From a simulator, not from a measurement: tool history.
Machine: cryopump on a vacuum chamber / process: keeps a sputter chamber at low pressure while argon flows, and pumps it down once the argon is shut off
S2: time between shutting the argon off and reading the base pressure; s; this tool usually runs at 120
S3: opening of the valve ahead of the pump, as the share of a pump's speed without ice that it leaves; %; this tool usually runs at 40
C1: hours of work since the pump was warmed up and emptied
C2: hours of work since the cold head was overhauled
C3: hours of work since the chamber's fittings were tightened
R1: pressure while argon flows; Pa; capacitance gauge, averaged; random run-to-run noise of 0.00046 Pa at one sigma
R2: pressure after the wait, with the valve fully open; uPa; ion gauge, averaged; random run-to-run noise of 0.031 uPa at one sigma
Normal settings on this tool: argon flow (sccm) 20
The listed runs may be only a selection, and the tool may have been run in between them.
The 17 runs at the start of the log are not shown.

{"run": 18, "hour": 466.4, "argon flow (sccm)": 23, "S2": 120, "S3": 55, "C1": 924, "C2": 924, "C3": 1151, "R1": 0.079, "R2": 4.93}
{"run": 19, "hour": 499.5, "argon flow (sccm)": 20, "S2": 296, "S3": 59, "C1": 947, "C2": 947, "C3": 1174, "R1": 0.065, "R2": 4.01}
{"run": 20, "hour": 524.9, "argon flow (sccm)": 20, "S2": 90, "S3": 19, "C1": 965, "C2": 965, "C3": 1192, "R1": 0.1927, "R2": 5.39}
{"run": 21, "hour": 557.1, "argon flow (sccm)": 15, "S2": 153, "S3": 19, "C1": 987, "C2": 987, "C3": 1215, "R1": 0.1441, "R2": 4.81}
{"run": 22, "hour": 581.8, "argon flow (sccm)": 26, "S2": 27, "S3": 24, "C1": 1005, "C2": 1005, "C3": 1232, "R1": 0.1979, "R2": 9.61}
{"run": 23, "hour": 620.9, "argon flow (sccm)": 26, "S2": 27, "S3": 24, "C1": 1032, "C2": 1032, "C3": 1259, "R1": 0.1997, "R2": 9.51}
{"run": 24, "hour": 642.5, "argon flow (sccm)": 26, "S2": 27, "S3": 24, "C1": 1047, "C2": 1047, "C3": 1275, "R1": 0.1992, "R2": 9.74}
{"run": 25, "hour": 666.2, "argon flow (sccm)": 19, "S2": 27, "S3": 24, "C1": 1064, "C2": 1064, "C3": 1291, "R1": 0.1456, "R2": 9.6}
{"run": 26, "hour": 693.2, "argon flow (sccm)": 15, "S2": 105, "S3": 15, "C1": 1083, "C2": 1083, "C3": 1310, "R1": 0.1814, "R2": 5.47}
{"run": 27, "hour": 724.0, "argon flow (sccm)": 35, "S2": 50, "S3": 36, "C1": 1105, "C2": 1105, "C3": 1332, "R1": 0.1822, "R2": 7.17}
{"run": 28, "hour": 747.6, "argon flow (sccm)": 35, "S2": 50, "S3": 36, "C1": 1121, "C2": 1121, "C3": 1348, "R1": 0.1825, "R2": 7.23}
{"run": 29, "hour": 783.6, "argon flow (sccm)": 22, "S2": 32, "S3": 42, "C1": 1147, "C2": 1147, "C3": 1374, "R1": 0.0991, "R2": 8.98}
{"run": 30, "hour": 803.2, "argon flow (sccm)": 35, "S2": 172, "S3": 17, "C1": 1160, "C2": 1160, "C3": 1387, "R1": 0.3741, "R2": 5.19}
{"hour": 828.8, "done": "pump warmed up, emptied and cooled again"}
{"run": 31, "hour": 845.9, "argon flow (sccm)": 21, "S2": 120, "S3": 56, "C1": 12, "C2": 1187, "C3": 1414, "R1": 0.0681, "R2": 5.15}

Below are 3 alternative next runs, each starting from the tool's condition after run 31. Predict each:
{"run": "A", "hour": 878.9, "argon flow (sccm)": 13, "S2": 65, "S3": 32, "C1": 35, "C2": 1210, "C3": 1437, "R1": "?", "R2": "?"}
{"run": "B", "hour": 878.9, "argon flow (sccm)": 20, "S2": 120, "S3": 19, "C1": 35, "C2": 1210, "C3": 1437, "R1": "?", "R2": "?"}
{"run": "C", "hour": 878.9, "argon flow (sccm)": 23, "S2": 144, "S3": 25, "C1": 35, "C2": 1210, "C3": 1437, "R1": "?", "R2": "?"}

run=A R1=0.0731 R2=6.11
run=B R1=0.1886 R2=5.28
run=C R1=0.1650 R2=5.07
The same runs, with their run-to-run variation unchanged, on a tool lacking any hidden condition would have given:
run=A R1=0.0726 R2=2.61
run=B R1=0.1879 R2=1.62
run=C R1=0.1641 R2=1.40
